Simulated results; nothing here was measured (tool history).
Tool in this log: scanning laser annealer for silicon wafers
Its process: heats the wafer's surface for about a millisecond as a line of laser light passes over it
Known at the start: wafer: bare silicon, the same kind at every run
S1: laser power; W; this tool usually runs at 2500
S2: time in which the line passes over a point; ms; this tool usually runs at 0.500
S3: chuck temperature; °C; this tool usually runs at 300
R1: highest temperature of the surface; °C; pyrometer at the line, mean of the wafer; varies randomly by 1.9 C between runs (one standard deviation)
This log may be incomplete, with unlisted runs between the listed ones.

run	hour	S1	S2	S3	R1
1	0.0	2500	0.500	300	1090
2	45.4	2500	0.500	300	1085
3	90.1	2500	0.500	300	1087
4	132.5	2500	0.439	300	1043
5	193.2	2301	0.439	300	988
6	236.3	2301	0.439	300	985
7	283.9	2236	0.439	300	968
8	334.8	2728	0.439	300	1104
9	376.5	2500	0.362	300	981
10	401.4	2500	0.500	300	1079
11	449.9	2500	0.500	300	1079
12	493.5	2500	0.500	269	1048
13	541.7	2500	0.500	269	1048
14	602.6	2500	0.500	269	1046
15	653.6	2500	0.500	269	1041
16	710.1	2682	0.500	300	1128
17	759.3	2682	0.500	300	1125
18	811.2	2682	0.500	285	1110
19	851.0	2682	0.559	285	1151
20	900.3	2682	0.395	285	1029
21	945.1	2682	0.395	285	1036
22	979.1	2682	0.395	285	1035
23	1006.0	2682	0.395	285	1035
24	1030.8	2682	0.395	285	1032
25	1083.0	2237	0.397	289	922
26	1125.3	2446	0.450	300	1024
27	1177.9	2359	0.450	319	1015
28	1233.1	2184	0.529	316	1037
29	1267.4	2184	0.529	316	1036
30	1293.3	2386	0.529	316	1101
31	1341.6	2386	0.529	316	1098
32	1367.2	2351	0.353	318	968
33	1397.7	2351	0.353	278	928
34	1443.8	2351	0.353	278	925
35	1479.7	2351	0.353	278	925
36	1511.5	2199	0.500	288	992
37	1548.8	2493	0.551	267	1091
38	1607.7	2167	0.424	291	939
39	1633.1	2220	0.424	333	991
40	1689.4	2655	0.361	264	991

Removed from this log: 3 entries logged between the listed runs. Between which two listed runs does each belong, and how does the tool's hidden state at the listed run before it compare with that at the listed run after it?
Runs 20 to 21: optics aligned, line set to its width (hour 908.7); window over the wafer cleaned (hour 934.7)
  light that passes the window, % of a clean one's: 97.76 -> 99.83; laser's true power over the reading, %: 0.29 -> 0.3; width of the line over the set one, %: 4.9 -> 7.46
  measured result minus the result with no hidden state, R1: -32 -> -27 °C
Runs 27 to 28: optics aligned, line set to its width, once more (hour 1187.2)
  light that passes the window, % of a clean one's: 99.4 -> 99.3; laser's true power over the reading, %: 0.32 -> 0.33; width of the line over the set one, %: 7.93 -> 0.41
  measured result minus the result with no hidden state, R1: -29 -> -4 °C
